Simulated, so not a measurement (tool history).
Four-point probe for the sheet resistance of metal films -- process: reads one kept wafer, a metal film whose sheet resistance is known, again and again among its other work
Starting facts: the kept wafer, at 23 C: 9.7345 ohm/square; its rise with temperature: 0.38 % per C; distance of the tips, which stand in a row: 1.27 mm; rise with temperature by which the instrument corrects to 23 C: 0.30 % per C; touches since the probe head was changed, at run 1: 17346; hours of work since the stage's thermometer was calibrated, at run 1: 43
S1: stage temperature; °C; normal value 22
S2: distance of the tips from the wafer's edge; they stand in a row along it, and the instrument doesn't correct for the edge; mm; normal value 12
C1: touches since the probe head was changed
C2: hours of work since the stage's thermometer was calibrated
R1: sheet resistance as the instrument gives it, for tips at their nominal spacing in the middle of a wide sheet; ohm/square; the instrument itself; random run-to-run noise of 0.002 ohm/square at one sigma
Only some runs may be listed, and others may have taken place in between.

{"run": 1, "hour": 0.0, "S1": 22, "S2": 12, "C1": 17346, "C2": 43, "R1": 9.768849}
{"run": 2, "hour": 9.7, "S1": 22, "S2": 70, "C1": 17631, "C2": 48, "R1": 9.715542}
{"run": 3, "hour": 18.8, "S1": 22, "S2": 70, "C1": 17898, "C2": 52, "R1": 9.714637}
{"run": 4, "hour": 26.8, "S1": 22, "S2": 70, "C1": 18133, "C2": 56, "R1": 9.711558}
{"run": 5, "hour": 37.1, "S1": 22, "S2": 70, "C1": 18435, "C2": 60, "R1": 9.720491}
{"run": 6, "hour": 52.5, "S1": 22, "S2": 68, "C1": 18888, "C2": 68, "R1": 9.713833}
{"run": 7, "hour": 64.8, "S1": 22, "S2": 68, "C1": 19251, "C2": 73, "R1": 9.718826}
{"run": 8, "hour": 80.4, "S1": 22, "S2": 68, "C1": 19707, "C2": 81, "R1": 9.716615}
{"run": 9, "hour": 91.0, "S1": 22, "S2": 70, "C1": 20021, "C2": 86, "R1": 9.714689}
{"run": 10, "hour": 107.4, "S1": 22, "S2": 12, "C1": 20501, "C2": 93, "R1": 9.770229}
{"run": 11, "hour": 120.7, "S1": 22, "S2": 12, "C1": 20891, "C2": 100, "R1": 9.775242}
{"run": 12, "hour": 132.4, "S1": 22, "S2": 12, "C1": 21237, "C2": 105, "R1": 9.774703}
{"run": 13, "hour": 144.7, "S1": 22, "S2": 12, "C1": 21596, "C2": 111, "R1": 9.775008}
{"run": 14, "hour": 156.2, "S1": 22, "S2": 12, "C1": 21934, "C2": 116, "R1": 9.776894}
{"run": 15, "hour": 171.9, "S1": 22, "S2": 12, "C1": 22395, "C2": 123, "R1": 9.772479}
{"run": 16, "hour": 181.8, "S1": 22, "S2": 12, "C1": 22687, "C2": 128, "R1": 9.77503}
{"run": 17, "hour": 198.2, "S1": 22, "S2": 12, "C1": 23169, "C2": 136, "R1": 9.775018}
{"run": 18, "hour": 209.9, "S1": 22, "S2": 12, "C1": 23513, "C2": 141, "R1": 9.774125}
{"run": 19, "hour": 225.0, "S1": 22, "S2": 12, "C1": 23956, "C2": 148, "R1": 9.773635}
{"run": 20, "hour": 233.5, "S1": 22, "S2": 12, "C1": 24207, "C2": 152, "R1": 9.773234}
{"run": 21, "hour": 241.9, "S1": 29, "S2": 12, "C1": 24452, "C2": 156, "R1": 9.831336}
{"hour": 243.1, "done": "stage's thermometer calibrated"}
{"run": 22, "hour": 257.9, "S1": 29, "S2": 12, "C1": 24909, "C2": 7, "R1": 9.831203}
{"run": 23, "hour": 272.3, "S1": 28, "S2": 24, "C1": 25333, "C2": 14, "R1": 9.779346}
{"run": 24, "hour": 286.9, "S1": 31, "S2": 6, "C1": 25760, "C2": 20, "R1": 10.026333}
{"run": 25, "hour": 294.2, "S1": 22, "S2": 26, "C1": 25975, "C2": 24, "R1": 9.725843}
{"hour": 304.8, "done": "stage's thermometer calibrated, once more"}
{"run": 26, "hour": 305.7, "S1": 34, "S2": 62, "C1": 26297, "C2": 0, "R1": 9.816408}
{"run": 27, "hour": 320.3, "S1": 32, "S2": 32, "C1": 26727, "C2": 7, "R1": 9.805049}
{"run": 28, "hour": 332.9, "S1": 26, "S2": 20, "C1": 27098, "C2": 13, "R1": 9.770731}
{"run": 29, "hour": 340.4, "S1": 26, "S2": 20, "C1": 27317, "C2": 17, "R1": 9.769772}
{"run": 30, "hour": 351.0, "S1": 25, "S2": 4, "C1": 27629, "C2": 22, "R1": 10.242351}
{"run": 31, "hour": 366.7, "S1": 25, "S2": 4, "C1": 28091, "C2": 29, "R1": 10.237843}
{"run": 32, "hour": 374.7, "S1": 19, "S2": 32, "C1": 28325, "C2": 33, "R1": 9.701928}
{"run": 33, "hour": 383.1, "S1": 19, "S2": 32, "C1": 28573, "C2": 37, "R1": 9.698074}
{"run": 34, "hour": 392.4, "S1": 34, "S2": 26, "C1": 28846, "C2": 41, "R1": 9.827909}
{"run": 35, "hour": 405.2, "S1": 24, "S2": 45, "C1": 29221, "C2": 47, "R1": 9.736802}
{"run": 36, "hour": 421.9, "S1": 24, "S2": 45, "C1": 29713, "C2": 55, "R1": 9.734354}
{"run": 37, "hour": 429.3, "S1": 26, "S2": 12, "C1": 29931, "C2": 58, "R1": 9.806026}
{"run": 38, "hour": 440.5, "S1": 20, "S2": 75, "C1": 30260, "C2": 63, "R1": 9.702928}
{"run": 39, "hour": 447.7, "S1": 19, "S2": 30, "C1": 30471, "C2": 67, "R1": 9.701214}
{"run": 40, "hour": 460.8, "S1": 19, "S2": 30, "C1": 30855, "C2": 73, "R1": 9.70224}
{"run": 41, "hour": 469.7, "S1": 22, "S2": 51, "C1": 31115, "C2": 77, "R1": 9.718052}
{"run": 42, "hour": 478.0, "S1": 20, "S2": 16, "C1": 31361, "C2": 81, "R1": 9.735724}
{"run": 43, "hour": 491.8, "S1": 20, "S2": 11, "C1": 31766, "C2": 87, "R1": 9.766906}
{"run": 44, "hour": 505.3, "S1": 22, "S2": 28, "C1": 32163, "C2": 94, "R1": 9.727963}

Hidden state or all else? Some run-to-run changes of R1, split into what the settings, what came in and random variation would give without the hidden state, and what is left for the hidden state (with any gauge scatter that isn't in both results):
Hidden conditions of the tool in this case: inner tips' distance over the nominal, %; tips' flats over new ones', %; wafer's true temperature over the reading, C; drift of the gauge itself on sheet_ohm, %.
Run 24 -> 25: S1 31 -> 22, S2 6 -> 26. R1 -0.300490 ohm/square: hidden state +0.000343, all else -0.300833.
Run 29 -> 30: S1 26 -> 25, S2 20 -> 4. R1 +0.472579 ohm/square: hidden state -0.000333, all else +0.472912.
Run 31 -> 32: S1 25 -> 19, S2 4 -> 32. R1 -0.535915 ohm/square: hidden state +0.000546, all else -0.536461.
